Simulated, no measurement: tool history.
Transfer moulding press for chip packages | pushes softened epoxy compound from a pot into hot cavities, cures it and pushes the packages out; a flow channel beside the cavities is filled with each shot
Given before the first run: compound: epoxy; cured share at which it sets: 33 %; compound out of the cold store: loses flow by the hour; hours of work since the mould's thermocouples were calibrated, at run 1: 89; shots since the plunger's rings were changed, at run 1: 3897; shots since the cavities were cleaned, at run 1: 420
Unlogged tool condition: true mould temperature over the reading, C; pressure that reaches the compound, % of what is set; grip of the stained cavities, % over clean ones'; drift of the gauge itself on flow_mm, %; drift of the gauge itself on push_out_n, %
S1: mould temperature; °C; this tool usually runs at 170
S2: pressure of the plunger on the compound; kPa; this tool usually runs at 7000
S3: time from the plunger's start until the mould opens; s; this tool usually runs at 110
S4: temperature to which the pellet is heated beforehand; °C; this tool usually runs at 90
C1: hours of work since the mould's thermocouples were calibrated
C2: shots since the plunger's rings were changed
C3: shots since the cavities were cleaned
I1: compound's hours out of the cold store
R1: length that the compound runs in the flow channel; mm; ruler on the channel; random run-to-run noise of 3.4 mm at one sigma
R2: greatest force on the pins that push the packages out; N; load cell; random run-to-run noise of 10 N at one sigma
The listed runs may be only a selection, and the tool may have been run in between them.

run   hour   S1    S2   S3  S4   C1    C2   C3    I1    R1   R2
  1    0.0  170  7000  110  90   89  3897  420  32.9   924  477
  2   11.0  170  7000  110  90   96  4008  531  34.7   907  471
  3   18.0  170  7000  100  90  100  4079  602  37.6   906  504
      23.6  -- cavities cleaned with cleaning compound and waxed
  4   29.6  169  7000  110  90  107  4181   61  31.1   927  469
  5   38.1  170  7000  110  89  112  4266  146  41.0   889  467
      47.7  -- plunger's sealing rings changed
  6   51.1  170  7000  110  84  118    34  252  39.6   895  480
  7   60.7  170  7000  110  90  124   131  349  46.5   868  462
  8   66.6  170  7000  110  90  128   191  409  11.8  1015  464
  9   74.6  170  7000  110  90  133   271  489  12.8  1011  470
 10   80.2  170  7000  110  90  136   328  546  42.8   883  463
 11   85.5  170  7000  110  90  139   381  599  22.3   966  481
      91.6  -- cavities cleaned with cleaning compound and waxed
 12   97.7  170  7000  110  90  146   489   62  30.0   936  453
 13  106.1  170  7000  110  90  151   574  147  19.9   984  469
 14  117.0  170  7000  110  90  157   684  257  46.3   873  448
 15  123.3  170  7000  110  90  161   748  321  12.1  1012  457
 16  132.3  163  6610  110  90  167   839  412  32.0   912  585
 17  142.9  165  6610  104  90  173   946  519  34.3   903  571
 18  152.5  172  6610  130  90  179  1043  616  29.9   901  440
     156.7  -- cavities cleaned with cleaning compound and waxed
 19  163.5  174  7300  109  88  185  1138   69  36.4   923  459
 20  172.8  170  7000  110  90  191  1232  163  38.3   896  473
 21  178.6  176  7230  110  90  194  1291  222  28.0   945  439
 22  191.3  176  7230  110  90  202  1419  350  47.3   861  426
 23  197.6  176  7230  110  90  206  1482  413  43.2   882  455
 24  208.1  176  7230  110  90  212  1588  519  24.0   962  456
     221.9  -- cavities cleaned with cleaning compound and waxed
 25  221.9  171  7000  112  90  220  1712    0  20.1   976  455
 26  229.5  171  7000  140  92  224  1789   77  31.4   927  451
 27  235.7  170  7000  110  97  228  1851  139  18.4   982  473
 28  243.0  170  5220  110  88  233  1925  213  16.7   860  470

For each entry between runs, how does the tool's hidden state at the last listed run before it compare with that at the first listed run after it?
From run 3 to run 4: cavities cleaned with cleaning compound and waxed (hour 23.6)
  pressure that reaches the compound, % of what is set: 99.69 -> 99.68; grip of the stained cavities, % over clean ones': 1.3 -> 0.2
From run 5 to run 6: plunger's sealing rings changed (hour 47.7)
  pressure that reaches the compound, % of what is set: 99.67 -> 100; grip of the stained cavities, % over clean ones': 0.4 -> 0.7
From run 11 to run 12: cavities cleaned with cleaning compound and waxed (hour 91.6)
  pressure that reaches the compound, % of what is set: 99.97 -> 99.96; grip of the stained cavities, % over clean ones': 1.3 -> 0.2
From run 18 to run 19: cavities cleaned with cleaning compound and waxed (hour 156.7)
  pressure that reaches the compound, % of what is set: 99.92 -> 99.91; grip of the stained cavities, % over clean ones': 1.3 -> 0.2
From run 24 to run 25: cavities cleaned with cleaning compound and waxed (hour 221.9)
  pressure that reaches the compound, % of what is set: 99.88 -> 99.87; grip of the stained cavities, % over clean ones': 1.1 -> 0

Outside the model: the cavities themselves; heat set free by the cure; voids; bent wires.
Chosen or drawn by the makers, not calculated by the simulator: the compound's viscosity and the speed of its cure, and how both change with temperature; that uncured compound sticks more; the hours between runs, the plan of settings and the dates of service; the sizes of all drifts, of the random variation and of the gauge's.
